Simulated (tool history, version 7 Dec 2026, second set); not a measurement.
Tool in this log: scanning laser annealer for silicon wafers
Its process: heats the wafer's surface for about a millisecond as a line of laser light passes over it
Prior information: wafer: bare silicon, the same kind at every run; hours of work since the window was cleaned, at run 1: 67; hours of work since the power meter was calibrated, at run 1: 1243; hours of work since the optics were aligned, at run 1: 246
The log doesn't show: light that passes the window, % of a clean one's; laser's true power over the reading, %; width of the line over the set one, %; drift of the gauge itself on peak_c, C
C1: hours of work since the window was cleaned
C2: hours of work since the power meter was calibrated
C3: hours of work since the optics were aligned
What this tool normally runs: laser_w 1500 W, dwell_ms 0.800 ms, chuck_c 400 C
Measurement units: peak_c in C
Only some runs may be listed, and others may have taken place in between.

{"run": 1, "hour": 0.0, "laser_w": 1500, "dwell_ms": 0.8, "chuck_c": 400, "C1": 67, "C2": 1243, "C3": 246, "peak_c": 1117}
{"run": 2, "hour": 40.6, "laser_w": 1500, "dwell_ms": 0.8, "chuck_c": 400, "C1": 98, "C2": 1275, "C3": 277, "peak_c": 1114}
{"run": 3, "hour": 84.9, "laser_w": 1500, "dwell_ms": 0.8, "chuck_c": 400, "C1": 132, "C2": 1309, "C3": 311, "peak_c": 1111}
{"run": 4, "hour": 111.4, "laser_w": 1500, "dwell_ms": 0.8, "chuck_c": 400, "C1": 153, "C2": 1329, "C3": 332, "peak_c": 1110}
{"run": 5, "hour": 136.9, "laser_w": 1500, "dwell_ms": 0.8, "chuck_c": 400, "C1": 172, "C2": 1349, "C3": 352, "peak_c": 1112}
{"run": 6, "hour": 180.4, "laser_w": 1500, "dwell_ms": 0.8, "chuck_c": 400, "C1": 206, "C2": 1382, "C3": 385, "peak_c": 1109}
{"run": 7, "hour": 218.8, "laser_w": 1500, "dwell_ms": 0.8, "chuck_c": 400, "C1": 236, "C2": 1412, "C3": 415, "peak_c": 1105}
{"run": 8, "hour": 257.8, "laser_w": 1500, "dwell_ms": 0.8, "chuck_c": 400, "C1": 266, "C2": 1442, "C3": 445, "peak_c": 1105}
{"run": 9, "hour": 284.2, "laser_w": 1500, "dwell_ms": 0.8, "chuck_c": 400, "C1": 286, "C2": 1462, "C3": 465, "peak_c": 1102}
{"run": 10, "hour": 326.8, "laser_w": 1500, "dwell_ms": 0.8, "chuck_c": 400, "C1": 319, "C2": 1495, "C3": 498, "peak_c": 1099}
{"run": 11, "hour": 353.5, "laser_w": 1500, "dwell_ms": 0.8, "chuck_c": 400, "C1": 339, "C2": 1516, "C3": 518, "peak_c": 1099}
{"run": 12, "hour": 392.3, "laser_w": 1500, "dwell_ms": 0.8, "chuck_c": 400, "C1": 369, "C2": 1546, "C3": 548, "peak_c": 1094}
{"run": 13, "hour": 442.7, "laser_w": 1500, "dwell_ms": 0.8, "chuck_c": 400, "C1": 408, "C2": 1585, "C3": 587, "peak_c": 1092}
{"run": 14, "hour": 495.0, "laser_w": 1500, "dwell_ms": 0.8, "chuck_c": 400, "C1": 448, "C2": 1625, "C3": 628, "peak_c": 1091}
{"run": 15, "hour": 524.4, "laser_w": 1500, "dwell_ms": 0.8, "chuck_c": 400, "C1": 471, "C2": 1648, "C3": 650, "peak_c": 1086}
{"run": 16, "hour": 577.2, "laser_w": 1500, "dwell_ms": 0.8, "chuck_c": 400, "C1": 512, "C2": 1688, "C3": 691, "peak_c": 1087}
{"run": 17, "hour": 630.1, "laser_w": 1632, "dwell_ms": 0.8, "chuck_c": 438, "C1": 553, "C2": 1729, "C3": 732, "peak_c": 1197}
{"run": 18, "hour": 653.6, "laser_w": 1632, "dwell_ms": 0.8, "chuck_c": 438, "C1": 571, "C2": 1747, "C3": 750, "peak_c": 1195}
{"run": 19, "hour": 679.5, "laser_w": 1381, "dwell_ms": 0.8, "chuck_c": 397, "C1": 591, "C2": 1767, "C3": 770, "peak_c": 1008}
{"run": 20, "hour": 719.6, "laser_w": 1500, "dwell_ms": 0.8, "chuck_c": 423, "C1": 622, "C2": 1798, "C3": 801, "peak_c": 1096}
{"run": 21, "hour": 763.5, "laser_w": 1500, "dwell_ms": 0.985, "chuck_c": 400, "C1": 655, "C2": 1832, "C3": 835, "peak_c": 1153}
{"run": 22, "hour": 817.8, "laser_w": 1500, "dwell_ms": 0.888, "chuck_c": 396, "C1": 697, "C2": 1874, "C3": 876, "peak_c": 1105}
{"hour": 835.9, "done": "window over the wafer cleaned"}
{"run": 23, "hour": 855.6, "laser_w": 1497, "dwell_ms": 0.766, "chuck_c": 436, "C1": 15, "C2": 1901, "C3": 904, "peak_c": 1131}
{"run": 24, "hour": 907.6, "laser_w": 1477, "dwell_ms": 0.928, "chuck_c": 411, "C1": 55, "C2": 1941, "C3": 944, "peak_c": 1166}
{"run": 25, "hour": 938.4, "laser_w": 1597, "dwell_ms": 0.793, "chuck_c": 411, "C1": 79, "C2": 1965, "C3": 968, "peak_c": 1177}
{"run": 26, "hour": 976.7, "laser_w": 1492, "dwell_ms": 0.819, "chuck_c": 411, "C1": 108, "C2": 1995, "C3": 997, "peak_c": 1120}
{"run": 27, "hour": 1027.4, "laser_w": 1448, "dwell_ms": 0.819, "chuck_c": 363, "C1": 148, "C2": 2034, "C3": 1036, "peak_c": 1044}
{"run": 28, "hour": 1055.8, "laser_w": 1500, "dwell_ms": 0.8, "chuck_c": 398, "C1": 169, "C2": 2056, "C3": 1058, "peak_c": 1096}
{"hour": 1097.9, "done": "optics aligned, line set to its width"}
{"run": 29, "hour": 1111.8, "laser_w": 1280, "dwell_ms": 0.583, "chuck_c": 400, "C1": 209, "C2": 2095, "C3": 11, "peak_c": 879}
{"run": 30, "hour": 1135.6, "laser_w": 1280, "dwell_ms": 0.583, "chuck_c": 400, "C1": 227, "C2": 2113, "C3": 29, "peak_c": 877}
{"run": 31, "hour": 1184.9, "laser_w": 1460, "dwell_ms": 0.583, "chuck_c": 413, "C1": 265, "C2": 2151, "C3": 67, "peak_c": 978}

Measured result minus the same run's result without the hidden state. Both carry the same run-to-run variation, though not necessarily the same gauge scatter:
run=1 peak_c=-12
run=2 peak_c=-15
run=3 peak_c=-18
run=4 peak_c=-19
run=5 peak_c=-21
run=6 peak_c=-23
run=7 peak_c=-25
run=8 peak_c=-28
run=9 peak_c=-29
run=10 peak_c=-31
run=11 peak_c=-34
run=12 peak_c=-36
run=13 peak_c=-39
run=14 peak_c=-42
run=15 peak_c=-43
run=16 peak_c=-47
run=17 peak_c=-56
run=18 peak_c=-57
run=19 peak_c=-47
run=20 peak_c=-55
run=21 peak_c=-65
run=22 peak_c=-65
run=23 peak_c=-16
run=24 peak_c=-22
run=25 peak_c=-24
run=26 peak_c=-25
run=27 peak_c=-26
run=28 peak_c=-30
run=29 peak_c=-18
run=30 peak_c=-19
run=31 peak_c=-26
